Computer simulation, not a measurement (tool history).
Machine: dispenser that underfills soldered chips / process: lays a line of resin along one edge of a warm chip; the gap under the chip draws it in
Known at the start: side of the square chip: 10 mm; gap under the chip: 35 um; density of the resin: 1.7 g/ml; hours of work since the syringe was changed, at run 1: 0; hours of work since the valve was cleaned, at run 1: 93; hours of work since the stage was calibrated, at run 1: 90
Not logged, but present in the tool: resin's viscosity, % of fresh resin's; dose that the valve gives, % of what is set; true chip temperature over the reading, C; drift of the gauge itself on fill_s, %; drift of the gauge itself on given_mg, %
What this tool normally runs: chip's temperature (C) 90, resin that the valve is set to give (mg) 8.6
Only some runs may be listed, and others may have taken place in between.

run     day  chip's temperature (C)  resin that the valve is set to give (mg)  hours of work since the syringe was changed  hours of work since the valve was cleaned  hours of work since the stage was calibrated  time until the resin shows at the far edge (s)  resin that the valve gave (mg)
  1       0                      90                                       8.6                                            0                                         93                                            90                                            95.3                            8.09
  2   0.362                      90                                     10.19                                            6                                         99                                            96                                           137.6                            9.36
      0.483  -- new syringe of resin
  3   0.617                      90                                     10.19                                            2                                        103                                           100                                           108.8                            9.39
  4   0.929                      90                                     10.19                                            8                                        108                                           105                                           152.9                            9.38
      0.958  -- new syringe of resin
  5   1.254                      90                                     10.19                                            5                                        114                                           111                                           128.5                             9.4
      1.438  -- new syringe of resin
  6   1.554                      90                                     10.19                                            2                                        119                                           115                                           105.1                            9.29
      1.925  -- new syringe of resin
  7   1.925                      90                                     10.19                                            0                                        125                                           121                                            92.5                            9.33
  8   2.262                      90                                     10.19                                            6                                        130                                           127                                           134.9                            9.22
      2.408  -- new syringe of resin
  9   2.654                     102                                       8.6                                            4                                        137                                           134                                            85.1                            7.78
      2.908  -- new syringe of resin
 10   2.921                      90                                     10.96                                            0                                        141                                           138                                              94                            9.86
 11     3.2                      90                                     10.96                                            5                                        146                                           142                                           128.8                            9.68
      3.275  -- dispensing valve cleaned and set on the balance
      3.438  -- new syringe of resin
 12   3.475                      90                                     10.24                                            1                                          3                                           146                                            97.4                           10.29
 13     3.7                      80                                     10.24                                            4                                          7                                           150                                           174.3                           10.16
 14   3.888                      94                                       8.6                                            8                                         10                                           153                                           142.4                            8.56
      3.921  -- new syringe of resin
 15   4.171                      94                                     10.55                                            4                                         15                                           158                                           111.3                           10.42
      4.404  -- new syringe of resin
 16   4.525                      90                                       8.6                                            2                                         20                                           163                                           110.4                            8.43
 17   4.746                      90                                       8.6                                            6                                         24                                           167                                           141.6                            8.41
      4.892  -- new syringe of resin
 18    5.05                      97                                       8.6                                            3                                         29                                           172                                            91.6                            8.49
 19   5.267                      94                                      7.58                                            6                                         33                                           176                                           136.2                             7.5
      5.396  -- new syringe of resin
 20   5.483                      89                                       8.2                                            1                                         36                                           179                                           111.2                            8.01
 21   5.825                      77                                      8.05                                            7                                         42                                           185                                           242.8                            7.79
      5.896  -- new syringe of resin
 22   6.092                      77                                      8.05                                            3                                         46                                           189                                           191.7                            7.76
      6.392  -- new syringe of resin
 23   6.496                      77                                      8.05                                            2                                         53                                           196                                           172.1                            7.77
 24   6.833                      77                                       8.2                                            7                                         58                                           202                                           244.5                            7.88
      6.892  -- new syringe of resin
 25   7.204                      91                                       8.2                                            5                                         64                                           208                                           132.4                            7.84
      7.388  -- new syringe of resin
 26   7.396                      99                                      8.55                                            0                                         68                                           211                                            75.4                            8.14
 27   7.733                      97                                      9.12                                            6                                         73                                           216                                           114.7                            8.76
      7.862  -- new syringe of resin
 28   7.954                      96                                     10.69                                            2                                         77                                           220                                            85.3                           10.01
 29   8.308                      96                                     10.69                                            7                                         83                                           226                                           124.8                           10.11
      8.346  -- new syringe of resin
 30    8.65                      80                                       8.4                                            5                                         88                                           231                                           190.3                            7.86
      8.825  -- new syringe of resin
 31   8.992                     100                                       8.4                                            3                                         94                                           237                                            86.2                            7.88
 32   9.271                      93                                      8.74                                            7                                         98                                           242                                             145                            8.17
        9.3  -- new syringe of resin
 33   9.458                      92                                      8.52                                            3                                        101                                           244                                           108.2                            7.98
      9.783  -- new syringe of resin
 34   9.825                      90                                     10.02                                            1                                        107                                           250                                            99.3                            9.16
 35   10.15                      91                                      8.48                                            6                                        113                                           256                                           141.3                            7.81
     10.267  -- new syringe of resin
 36  10.392                      91                                      8.48                                            2                                        117                                           260                                           106.7                            7.82

Each row is a separate what-if for the run after 36, all from the same tool condition, not one after another. Results?
  A  10.629                      97                                     10.16                                            6                                        121                                           264                                               ?                               ?
  B  10.629                      89                                      8.48                                            6                                        121                                           264                                               ?                               ?
  C  10.629                      97                                      9.73                                            6                                        121                                           264                                               ?                               ?
  D  10.629                      91                                      8.48                                            6                                        121                                           264                                               ?                               ?

run  time until the resin shows at the far edge (s)  resin that the valve gave (mg)
  A                                           113.7                            9.39
  B                                           152.5                            7.91
  C                                             115                            8.92
  D                                           144.1                            7.73
The same runs, with their run-to-run variation unchanged, on a tool lacking any hidden condition would have given:
run  time until the resin shows at the far edge (s)  resin that the valve gave (mg)
  A                                            71.9                           10.24
  B                                            95.2                            8.61
  C                                            72.6                            9.73
  D                                            90.1                            8.43
